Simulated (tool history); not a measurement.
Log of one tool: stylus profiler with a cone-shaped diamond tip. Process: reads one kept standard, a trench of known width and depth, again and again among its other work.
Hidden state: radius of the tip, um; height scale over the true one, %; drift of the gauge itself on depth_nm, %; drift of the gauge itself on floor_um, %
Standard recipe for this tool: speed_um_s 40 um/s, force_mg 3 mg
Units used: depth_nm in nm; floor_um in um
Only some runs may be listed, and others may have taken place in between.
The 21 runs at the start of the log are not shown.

run,day,speed_um_s,force_mg,scans with this tip,hours of work since the height scale was calibrated,depth_nm,floor_um
22,56.017,105,1.63,8446,126,1006.51,44.51
# day 57.567: height scale calibrated on a step standard, once more
23,59.112,105,1.63,8806,21,1011.36,44.5
24,61.954,116,1.22,9137,59,1009.06,44.31
25,63.912,116,1.22,9366,85,1009.14,44.26
26,67.417,20,1.14,9775,132,1008.45,44.68
27,69.6,158,3.92,10030,161,1020.47,44.41
28,71.654,50,4.31,10269,189,1021.82,44.69
29,74.379,45,6.11,10587,225,1027.68,44.66
30,77.325,45,6.11,10931,264,1027.1,44.6
31,80.425,113,2.71,11293,306,1015.33,44.32
32,82.683,40,3.63,11556,336,1018.68,44.54
33,84.712,53,1.1,11793,363,1007.53,44.39
34,87.412,123,2.25,12108,399,1013.18,44.13
35,91.188,26,6.55,12548,450,1028.19,44.41
36,94.367,26,6.55,12920,492,1027.83,44.43
37,98.096,62,5.37,13355,542,1023.71,44.35
38,100.467,17,2.25,13631,574,1011.92,44.44
39,102.854,46,7.51,13910,606,1030.56,44.35

Run 40, settings as shown, results not yet in. Your forecast:
40,105.55,22,1.15,14225,642,?,?

depth_nm: 1006.67 nm
floor_um: 44.23 um
Minus the tool's unlogged condition, the same run would have read depth_nm 1009.14 nm, floor_um 45.84 um.

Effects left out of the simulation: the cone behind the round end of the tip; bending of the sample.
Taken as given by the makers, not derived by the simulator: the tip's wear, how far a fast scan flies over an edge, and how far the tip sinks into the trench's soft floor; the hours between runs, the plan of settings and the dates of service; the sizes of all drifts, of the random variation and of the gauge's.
